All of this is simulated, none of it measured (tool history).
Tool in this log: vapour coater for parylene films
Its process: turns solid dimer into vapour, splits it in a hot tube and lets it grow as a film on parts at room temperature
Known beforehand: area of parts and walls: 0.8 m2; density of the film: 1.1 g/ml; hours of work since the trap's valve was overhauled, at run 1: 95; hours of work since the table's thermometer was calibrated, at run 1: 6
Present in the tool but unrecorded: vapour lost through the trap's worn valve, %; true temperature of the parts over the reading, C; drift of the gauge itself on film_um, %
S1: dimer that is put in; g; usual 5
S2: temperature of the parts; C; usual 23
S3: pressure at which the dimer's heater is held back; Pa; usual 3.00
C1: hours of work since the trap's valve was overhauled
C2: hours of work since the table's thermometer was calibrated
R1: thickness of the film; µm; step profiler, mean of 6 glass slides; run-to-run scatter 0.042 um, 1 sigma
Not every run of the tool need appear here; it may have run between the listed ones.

run 1 day=0.000 | S1=5 S2=23 S3=3.00 | C1=95 C2=6 | R1=4.43
run 2 day=1.300 | S1=5 S2=23 S3=3.00 | C1=108 C2=19 | R1=4.43
run 3 day=2.079 | S1=3 S2=23 S3=3.00 | C1=116 C2=27 | R1=2.63
run 4 day=3.562 | S1=5 S2=23 S3=3.00 | C1=132 C2=43 | R1=4.37
run 5 day=4.225 | S1=5 S2=28 S3=3.00 | C1=139 C2=50 | R1=3.93
run 6 day=5.383 | S1=5 S2=28 S3=3.00 | C1=151 C2=62 | R1=3.88
run 7 day=6.017 | S1=5 S2=23 S3=2.98 | C1=157 C2=68 | R1=4.38
run 8 day=7.358 | S1=5 S2=23 S3=2.98 | C1=171 C2=82 | R1=4.38
run 9 day=8.662 | S1=5 S2=23 S3=2.98 | C1=185 C2=96 | R1=4.41
run 10 day=10.000 | S1=5 S2=23 S3=2.98 | C1=199 C2=110 | R1=4.38
run 11 day=10.758 | S1=5 S2=23 S3=2.98 | C1=207 C2=118 | R1=4.33
run 12 day=11.408 | S1=3 S2=23 S3=2.98 | C1=213 C2=124 | R1=2.62
-- day=11.558 table's thermometer calibrated
run 13 day=12.704 | S1=3 S2=18 S3=2.98 | C1=226 C2=12 | R1=2.97
run 14 day=14.008 | S1=3 S2=22 S3=2.98 | C1=240 C2=25 | R1=2.66
run 15 day=15.296 | S1=3 S2=22 S3=2.98 | C1=253 C2=39 | R1=2.67
-- day=16.175 table's thermometer calibrated, once more
run 16 day=16.733 | S1=5 S2=23 S3=4.32 | C1=268 C2=6 | R1=4.17
run 17 day=17.671 | S1=5 S2=23 S3=4.32 | C1=278 C2=16 | R1=4.09
run 18 day=18.875 | S1=4 S2=23 S3=4.32 | C1=290 C2=28 | R1=3.38
run 19 day=20.217 | S1=5 S2=23 S3=3.00 | C1=304 C2=42 | R1=4.25
run 20 day=21.342 | S1=5 S2=23 S3=11.23 | C1=316 C2=54 | R1=3.79
run 21 day=22.879 | S1=5 S2=23 S3=10.99 | C1=332 C2=70 | R1=3.77
run 22 day=24.417 | S1=5 S2=23 S3=10.99 | C1=348 C2=86 | R1=3.69
run 23 day=25.725 | S1=5 S2=23 S3=3.00 | C1=361 C2=99 | R1=4.09
run 24 day=26.492 | S1=8 S2=16 S3=10.78 | C1=369 C2=107 | R1=7.17
run 25 day=27.262 | S1=5 S2=23 S3=6.74 | C1=377 C2=115 | R1=3.84
run 26 day=28.183 | S1=5 S2=19 S3=2.74 | C1=387 C2=125 | R1=4.56
run 27 day=29.242 | S1=5 S2=33 S3=3.00 | C1=398 C2=136 | R1=3.22
run 28 day=29.929 | S1=5 S2=33 S3=3.00 | C1=405 C2=143 | R1=3.23
run 29 day=30.796 | S1=5 S2=33 S3=3.00 | C1=414 C2=152 | R1=3.19
run 30 day=32.167 | S1=5 S2=30 S3=3.00 | C1=429 C2=166 | R1=3.47
run 31 day=33.562 | S1=5 S2=30 S3=3.00 | C1=443 C2=181 | R1=3.43
run 32 day=34.696 | S1=5 S2=23 S3=2.19 | C1=455 C2=193 | R1=4.17
run 33 day=36.029 | S1=5 S2=23 S3=2.19 | C1=469 C2=207 | R1=4.13
run 34 day=37.204 | S1=4 S2=23 S3=3.09 | C1=481 C2=219 | R1=3.25
run 35 day=38.479 | S1=2 S2=24 S3=5.10 | C1=494 C2=232 | R1=1.48
run 36 day=39.458 | S1=2 S2=24 S3=5.10 | C1=504 C2=242 | R1=1.48

Run 37, settings as shown, results not yet in. Your forecast:
run 37 day=40.625 | S1=8 S2=23 S3=9.37 | C1=517 C2=254 | R1=?

Logged for run 37: R1 5.85 µm.
Take away the tool's hidden state, keep the run-to-run variation as it was, and the same run would have given R1 6.70 µm.
